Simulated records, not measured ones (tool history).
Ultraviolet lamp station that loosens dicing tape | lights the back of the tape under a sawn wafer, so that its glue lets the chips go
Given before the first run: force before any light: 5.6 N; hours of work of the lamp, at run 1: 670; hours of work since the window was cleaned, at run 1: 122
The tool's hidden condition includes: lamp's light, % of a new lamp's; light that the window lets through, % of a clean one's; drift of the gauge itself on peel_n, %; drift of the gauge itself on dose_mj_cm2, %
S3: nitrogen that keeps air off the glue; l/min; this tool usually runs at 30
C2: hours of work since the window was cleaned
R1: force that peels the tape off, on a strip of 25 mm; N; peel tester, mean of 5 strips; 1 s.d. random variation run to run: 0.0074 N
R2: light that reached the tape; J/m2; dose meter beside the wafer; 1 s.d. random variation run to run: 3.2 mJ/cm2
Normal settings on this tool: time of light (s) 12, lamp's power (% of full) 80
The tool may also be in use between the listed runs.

Run 1, hour 0: usual settings; hours of work of the lamp 670; C2 122. Result: R1 0.482 N, R2 3660 J/m2.
Run 2, hour 33.3: usual settings but S3 32 l/min; hours of work of the lamp 690; C2 141. Result: R1 0.47 N, R2 3600 J/m2.
Run 3, hour 57.6: usual settings; hours of work of the lamp 704; C2 155. Result: R1 0.5 N, R2 3560 J/m2.
Run 4, hour 111.2: usual settings; hours of work of the lamp 735; C2 187. Result: R1 0.555 N, R2 3500 J/m2.
Run 5, hour 137: usual settings; hours of work of the lamp 750; C2 202. Result: R1 0.541 N, R2 3440 J/m2.
Run 6, hour 190.4: usual settings; hours of work of the lamp 781; C2 233. Result: R1 0.558 N, R2 3380 J/m2.
At hour 206.9: lamp changed.
Run 7, hour 216.1: usual settings but lamp's power (% of full) 69; hours of work of the lamp 5; C2 247. Result: R1 0.414 N, R2 4010 J/m2.
Run 8, hour 251.2: usual settings but lamp's power (% of full) 69; hours of work of the lamp 26; C2 268. Result: R1 0.418 N, R2 3970 J/m2.
Run 9, hour 277.7: usual settings; hours of work of the lamp 41; C2 283. Result: R1 0.327 N, R2 4530 J/m2.
Run 10, hour 309.9: usual settings; hours of work of the lamp 60; C2 302. Result: R1 0.32 N, R2 4440 J/m2.
Run 11, hour 357: usual settings; hours of work of the lamp 88; C2 330. Result: R1 0.345 N, R2 4340 J/m2.
Run 12, hour 410.9: usual settings; hours of work of the lamp 119; C2 361. Result: R1 0.366 N, R2 4300 J/m2.
Run 13, hour 463.2: usual settings; hours of work of the lamp 150; C2 392. Result: R1 0.372 N, R2 4230 J/m2.
Run 14, hour 508: usual settings but lamp's power (% of full) 67; hours of work of the lamp 176; C2 418. Result: R1 0.54 N, R2 3410 J/m2.
Run 15, hour 541.6: usual settings; hours of work of the lamp 196; C2 438. Result: R1 0.413 N, R2 4080 J/m2.
Run 16, hour 583.2: usual settings but time of light (s) 13, S3 13 l/min; hours of work of the lamp 220; C2 462. Result: R1 0.697 N, R2 4340 J/m2.
Run 17, hour 629.6: usual settings but time of light (s) 13, lamp's power (% of full) 95, S3 40 l/min; hours of work of the lamp 247; C2 489. Result: R1 0.221 N, R2 5070 J/m2.
Run 18, hour 652.1: usual settings but lamp's power (% of full) 73, S3 24 l/min; hours of work of the lamp 260; C2 502. Result: R1 0.617 N, R2 3540 J/m2.
Run 19, hour 674.3: usual settings but time of light (s) 6, lamp's power (% of full) 93, S3 11 l/min; hours of work of the lamp 273; C2 515. Result: R1 1.936 N, R2 2250 J/m2.
Run 20, hour 717.3: usual settings but time of light (s) 6, lamp's power (% of full) 93, S3 10 l/min; hours of work of the lamp 298; C2 540. Result: R1 2.101 N, R2 2220 J/m2.
Run 21, hour 760.6: usual settings but time of light (s) 6, lamp's power (% of full) 93, S3 10 l/min; hours of work of the lamp 324; C2 566. Result: R1 2.168 N, R2 2180 J/m2.
Run 22, hour 815.4: usual settings but time of light (s) 15, lamp's power (% of full) 90; hours of work of the lamp 356; C2 598. Result: R1 0.264 N, R2 5050 J/m2.
Run 23, hour 854.8: usual settings but time of light (s) 15, lamp's power (% of full) 93, S3 16 l/min; hours of work of the lamp 379; C2 621. Result: R1 0.413 N, R2 5130 J/m2.
At hour 897.2: window cleaned of glue's vapour.
Run 24, hour 901.2: usual settings but time of light (s) 15, lamp's power (% of full) 93, S3 16 l/min; hours of work of the lamp 406; C2 2. Result: R1 0.321 N, R2 6210 J/m2.
Run 25, hour 930.8: usual settings but time of light (s) 8, lamp's power (% of full) 88, S3 12 l/min; hours of work of the lamp 423; C2 20. Result: R1 1.311 N, R2 3080 J/m2.
Run 26, hour 961.6: usual settings but time of light (s) 6, lamp's power (% of full) 99, S3 11 l/min; hours of work of the lamp 441; C2 38. Result: R1 1.735 N, R2 2530 J/m2.

Run 27 has not been measured yet. What should we expect?
Run 27, hour 1012.6: usual settings but time of light (s) 6, lamp's power (% of full) 99, S3 11 l/min; hours of work of the lamp 471; C2 67. Result: R1 ?, R2 ?.

{"run 27": {"R1": 1.722, "R2": 2540}}
The same run, on a tool lacking any hidden state, would have yielded R1 1.319 N, R2 3150 J/m2.
